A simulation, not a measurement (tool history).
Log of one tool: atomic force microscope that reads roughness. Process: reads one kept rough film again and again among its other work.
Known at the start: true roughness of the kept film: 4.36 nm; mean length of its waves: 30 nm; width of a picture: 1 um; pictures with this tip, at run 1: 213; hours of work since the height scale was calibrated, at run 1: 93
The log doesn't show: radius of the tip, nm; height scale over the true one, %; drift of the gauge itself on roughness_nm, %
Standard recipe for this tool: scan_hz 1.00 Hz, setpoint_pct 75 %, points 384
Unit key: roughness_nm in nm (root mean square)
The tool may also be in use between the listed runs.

| run | day | scan_hz | setpoint_pct | points | pictures with this tip | hours of work since the height scale was calibrated | roughness_nm |
|---|---|---|---|---|---|---|---|
| 1 | 0.000 | 1.00 | 75 | 384 | 213 | 93 | 3.519 |
| 2 | 1.512 | 1.00 | 75 | 384 | 278 | 122 | 3.511 |
|  | 2.883 | new tip fitted |
| 3 | 2.883 | 1.00 | 75 | 384 | 0 | 147 | 3.533 |
| 4 | 4.521 | 1.00 | 75 | 384 | 71 | 178 | 3.527 |
| 5 | 6.254 | 1.00 | 63 | 384 | 145 | 210 | 3.646 |
| 6 | 8.025 | 1.00 | 75 | 384 | 221 | 244 | 3.510 |
| 7 | 9.625 | 1.11 | 62 | 489 | 290 | 274 | 3.699 |
|  | 10.692 | new tip fitted |
| 8 | 11.100 | 1.11 | 73 | 336 | 18 | 301 | 3.522 |
| 9 | 12.229 | 1.11 | 73 | 336 | 66 | 322 | 3.501 |
| 10 | 13.412 | 1.00 | 83 | 384 | 117 | 344 | 3.375 |
| 11 | 14.912 | 0.62 | 75 | 709 | 182 | 373 | 3.635 |
| 12 | 16.475 | 0.62 | 75 | 709 | 249 | 402 | 3.636 |

Here are 4 independent what-if runs from the current tool condition. What would each one return?
| A | 18.117 | 0.51 | 55 | 1011 | 319 | 433 | ? |
| B | 18.117 | 0.97 | 71 | 970 | 319 | 433 | ? |
| C | 18.117 | 3.58 | 86 | 864 | 319 | 433 | ? |
| D | 18.117 | 1.89 | 75 | 709 | 319 | 433 | ? |

| run | roughness_nm |
|---|---|
| A | 3.794 |
| B | 3.580 |
| C | 2.510 |
| D | 3.282 |
Had the tool no hidden state, the same runs would have come out as:
| run | roughness_nm |
|---|---|
| A | 3.803 |
| B | 3.589 |
| C | 2.517 |
| D | 3.291 |

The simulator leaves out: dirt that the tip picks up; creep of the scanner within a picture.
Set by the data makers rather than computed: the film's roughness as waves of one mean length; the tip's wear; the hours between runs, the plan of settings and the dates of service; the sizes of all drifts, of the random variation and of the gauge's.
